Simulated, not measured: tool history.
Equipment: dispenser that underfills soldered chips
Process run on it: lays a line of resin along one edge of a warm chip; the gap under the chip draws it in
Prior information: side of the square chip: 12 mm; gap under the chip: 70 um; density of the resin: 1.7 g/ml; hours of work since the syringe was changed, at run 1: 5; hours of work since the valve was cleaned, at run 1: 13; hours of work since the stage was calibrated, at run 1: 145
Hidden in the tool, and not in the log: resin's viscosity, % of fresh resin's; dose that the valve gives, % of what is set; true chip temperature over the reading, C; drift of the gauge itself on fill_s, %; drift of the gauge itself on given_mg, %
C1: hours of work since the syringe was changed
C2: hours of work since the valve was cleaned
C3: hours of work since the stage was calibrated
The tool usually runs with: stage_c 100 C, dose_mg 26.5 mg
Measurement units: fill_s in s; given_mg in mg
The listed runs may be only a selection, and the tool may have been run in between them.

run 1 hour=0.0 | stage_c=100 dose_mg=26.5 | C1=5 C2=13 C3=145 | fill_s=111.4 given_mg=26.32
-- hour=2.1 new syringe of resin
run 2 hour=6.0 | stage_c=100 dose_mg=26.5 | C1=3 C2=17 C3=149 | fill_s=102.9 given_mg=26.23
-- hour=10.1 new syringe of resin
run 3 hour=11.7 | stage_c=100 dose_mg=28.7 | C1=1 C2=21 C3=153 | fill_s=91.7 given_mg=28.41
run 4 hour=16.0 | stage_c=100 dose_mg=28.7 | C1=4 C2=24 C3=156 | fill_s=111.7 given_mg=28.35
-- hour=18.0 new syringe of resin
run 5 hour=22.3 | stage_c=111 dose_mg=28.7 | C1=3 C2=29 C3=161 | fill_s=62.5 given_mg=28.31
-- hour=26.1 new syringe of resin
run 6 hour=27.2 | stage_c=111 dose_mg=28.7 | C1=1 C2=32 C3=164 | fill_s=55.5 given_mg=28.23
-- hour=34.5 new syringe of resin
run 7 hour=34.5 | stage_c=111 dose_mg=28.7 | C1=0 C2=38 C3=169 | fill_s=52.0 given_mg=28.25
run 8 hour=40.6 | stage_c=111 dose_mg=28.7 | C1=5 C2=42 C3=174 | fill_s=70.2 given_mg=28.15
-- hour=42.7 new syringe of resin
run 9 hour=46.9 | stage_c=111 dose_mg=28.7 | C1=3 C2=47 C3=179 | fill_s=64.6 given_mg=28.08
-- hour=50.0 dispensing valve cleaned and set on the balance
-- hour=52.0 new syringe of resin
run 10 hour=58.7 | stage_c=111 dose_mg=28.7 | C1=5 C2=6 C3=186 | fill_s=70.9 given_mg=28.78
-- hour=60.1 new syringe of resin
run 11 hour=66.5 | stage_c=111 dose_mg=22.7 | C1=5 C2=12 C3=192 | fill_s=74.3 given_mg=22.74
-- hour=68.3 new syringe of resin
run 12 hour=74.4 | stage_c=95 dose_mg=22.7 | C1=4 C2=17 C3=198 | fill_s=147.2 given_mg=22.66
-- hour=76.6 new syringe of resin
-- hour=84.9 new syringe of resin
run 13 hour=85.4 | stage_c=100 dose_mg=23.5 | C1=0 C2=25 C3=205 | fill_s=91.0 given_mg=23.43
-- hour=92.9 new syringe of resin
run 14 hour=96.2 | stage_c=100 dose_mg=23.5 | C1=3 C2=33 C3=213 | fill_s=104.1 given_mg=23.34
-- hour=101.1 new syringe of resin
run 15 hour=101.3 | stage_c=100 dose_mg=28.7 | C1=0 C2=37 C3=217 | fill_s=85.6 given_mg=28.39
-- hour=109.2 new syringe of resin
run 16 hour=109.2 | stage_c=96 dose_mg=26.5 | C1=0 C2=42 C3=222 | fill_s=105.2 given_mg=26.16
-- hour=117.8 dispensing valve cleaned and set on the balance
-- hour=118.9 new syringe of resin
run 17 hour=119.7 | stage_c=96 dose_mg=26.5 | C1=1 C2=1 C3=229 | fill_s=108.2 given_mg=26.53
-- hour=127.3 new syringe of resin
run 18 hour=128.1 | stage_c=96 dose_mg=26.5 | C1=1 C2=7 C3=235 | fill_s=108.0 given_mg=26.42
-- hour=135.3 new syringe of resin
run 19 hour=135.6 | stage_c=97 dose_mg=32.4 | C1=0 C2=13 C3=241 | fill_s=99.2 given_mg=32.24
run 20 hour=141.5 | stage_c=90 dose_mg=26.5 | C1=5 C2=17 C3=245 | fill_s=181.4 given_mg=26.31
-- hour=143.3 new syringe of resin
run 21 hour=150.1 | stage_c=89 dose_mg=29.4 | C1=5 C2=23 C3=251 | fill_s=198.8 given_mg=29.12
-- hour=151.3 new syringe of resin
-- hour=159.5 new syringe of resin
run 22 hour=161.1 | stage_c=89 dose_mg=29.4 | C1=1 C2=31 C3=259 | fill_s=157.8 given_mg=29.03
-- hour=167.9 new syringe of resin
run 23 hour=170.7 | stage_c=89 dose_mg=29.4 | C1=2 C2=38 C3=266 | fill_s=164.2 given_mg=28.92
-- hour=176.0 new syringe of resin
run 24 hour=181.6 | stage_c=89 dose_mg=29.4 | C1=4 C2=46 C3=274 | fill_s=193.9 given_mg=28.85
-- hour=184.6 new syringe of resin
-- hour=185.6 dispensing valve cleaned and set on the balance
run 25 hour=191.6 | stage_c=89 dose_mg=29.4 | C1=4 C2=4 C3=280 | fill_s=194.4 given_mg=29.43
-- hour=193.6 new syringe of resin
run 26 hour=199.4 | stage_c=100 dose_mg=25.8 | C1=4 C2=10 C3=286 | fill_s=118.1 given_mg=25.73
-- hour=201.9 new syringe of resin
run 27 hour=204.8 | stage_c=100 dose_mg=25.8 | C1=2 C2=14 C3=290 | fill_s=104.7 given_mg=25.59
run 28 hour=209.2 | stage_c=113 dose_mg=31.0 | C1=5 C2=17 C3=293 | fill_s=71.3 given_mg=30.85
-- hour=210.2 new syringe of resin
run 29 hour=215.2 | stage_c=112 dose_mg=26.6 | C1=4 C2=21 C3=297 | fill_s=66.7 given_mg=26.35
-- hour=218.1 new syringe of resin
-- hour=225.2 stage's temperature calibrated
run 30 hour=225.9 | stage_c=104 dose_mg=23.3 | C1=5 C2=28 C3=1 | fill_s=95.3 given_mg=23.01
-- hour=227.7 new syringe of resin
-- hour=236.3 new syringe of resin
run 31 hour=236.5 | stage_c=88 dose_mg=27.5 | C1=0 C2=36 C3=8 | fill_s=138.9 given_mg=27.07
run 32 hour=242.0 | stage_c=93 dose_mg=30.9 | C1=4 C2=40 C3=12 | fill_s=139.3 given_mg=30.44
-- hour=244.6 new syringe of resin
run 33 hour=249.8 | stage_c=93 dose_mg=30.9 | C1=4 C2=45 C3=18 | fill_s=134.1 given_mg=30.35
-- hour=252.5 new syringe of resin
-- hour=254.6 dispensing valve cleaned and set on the balance
run 34 hour=259.5 | stage_c=98 dose_mg=27.2 | C1=4 C2=4 C3=24 | fill_s=112.2 given_mg=27.18

Below are 4 alternative next runs, each starting from the tool's condition after run 34. Predict each:
-- hour=261.9 new syringe of resin
-- hour=270.5 new syringe of resin
run A hour=270.6 | stage_c=107 dose_mg=27.6 | C1=0 C2=11 C3=32 | fill_s=? given_mg=?
-- hour=261.9 new syringe of resin
-- hour=270.5 new syringe of resin
run B hour=270.6 | stage_c=108 dose_mg=26.5 | C1=0 C2=11 C3=32 | fill_s=? given_mg=?
-- hour=261.9 new syringe of resin
-- hour=270.5 new syringe of resin
run C hour=270.6 | stage_c=97 dose_mg=28.1 | C1=0 C2=11 C3=32 | fill_s=? given_mg=?
-- hour=261.9 new syringe of resin
-- hour=270.5 new syringe of resin
run D hour=270.6 | stage_c=90 dose_mg=28.3 | C1=0 C2=11 C3=32 | fill_s=? given_mg=?

run=A fill_s=60.2 given_mg=27.46
run=B fill_s=58.3 given_mg=26.39
run=C fill_s=91.9 given_mg=27.97
run=D fill_s=128.4 given_mg=28.27
Without the tool's unlogged condition, the same runs would have read:
run=A fill_s=58.9 given_mg=27.56
run=B fill_s=57.1 given_mg=26.48
run=C fill_s=89.9 given_mg=28.07
run=D fill_s=125.4 given_mg=28.37
